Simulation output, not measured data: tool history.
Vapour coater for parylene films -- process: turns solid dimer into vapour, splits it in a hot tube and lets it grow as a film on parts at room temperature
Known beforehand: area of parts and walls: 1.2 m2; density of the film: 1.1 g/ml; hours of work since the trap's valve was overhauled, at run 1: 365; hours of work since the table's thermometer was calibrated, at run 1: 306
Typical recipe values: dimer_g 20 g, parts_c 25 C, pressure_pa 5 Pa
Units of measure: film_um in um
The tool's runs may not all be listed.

run     day  dimer_g  parts_c  pressure_pa  hours of work since the trap's valve was overhauled  hours of work since the table's thermometer was calibrated  film_um
  1       0       20       25            5                                                  365                                                         306    10.76
  2   0.483       20       25         4.37                                                  373                                                         314    10.91
  3   0.871       20       25         4.37                                                  379                                                         321    10.96
      1.421  -- trap's valve overhauled
  4   1.421       20       25         4.37                                                    0                                                         327    10.52
  5   2.175       20       25         4.37                                                   13                                                         340    10.42
      2.858  -- trap's valve overhauled, once more
  6   2.996       20       25         4.37                                                    2                                                         351    12.22
  7   3.454       20       25         4.37                                                   10                                                         359    12.13
  8   3.971       20       33            5                                                   19                                                         367     9.74
  9   4.475       15       25            5                                                   27                                                         376     9.03
 10   5.033       20       34            5                                                   37                                                         385     9.36
 11   5.683       20       34            5                                                   48                                                         396     9.37
 12   6.438       10       25            5                                                   61                                                         409     5.77
 13   6.996       20       25         3.36                                                   70                                                         418    12.55
 14   7.629       14       25            5                                                   81                                                         429     8.04
 15   8.146       20       25            5                                                   89                                                         438    11.47
 16   8.608       20       25            5                                                   97                                                         446    11.44
 17    9.35       19       28         4.46                                                  110                                                         458    10.53
 18  10.075       19       17         4.46                                                  122                                                         470    13.54
 19  10.629       19       17         4.45                                                  131                                                         480    13.26
 20  11.104       18       23         4.96                                                  139                                                         488    10.82
 21  11.504       13       37         4.55                                                  146                                                         495     5.65
 22  12.029       13       37         4.55                                                  155                                                         503     5.64
 23  12.792       20       20            5                                                  168                                                         516    12.62
 24  13.158       20       20            5                                                  174                                                         523    12.66
 25  13.688       20       18            5                                                  183                                                         532    13.11
 26  14.017        9       27          2.4                                                  189                                                         537     5.54
 27    14.5        9       32         4.91                                                  197                                                         545     4.29
 28  14.992       10       17            5                                                  205                                                         554     6.64
 29  15.329       10       17            5                                                  211                                                         559     6.68

4 options for the next run, each taken on its own from the tool as it stands now. Forecast them:
  A  15.796       36       24         3.04                                                  219                                                         567        ?
  B  15.796       31       17         2.03                                                  219                                                         567        ?
  C  15.796       35       37         3.77                                                  219                                                         567        ?
  D  15.796       12       29            5                                                  219                                                         567        ?

run  film_um
  A     22.6
  B    21.37
  C    15.48
  D     6.05
Stripped of hidden state, with their random variation kept, the same runs would have yielded:
run  film_um
  A    24.42
  B    22.96
  C    16.73
  D     6.54
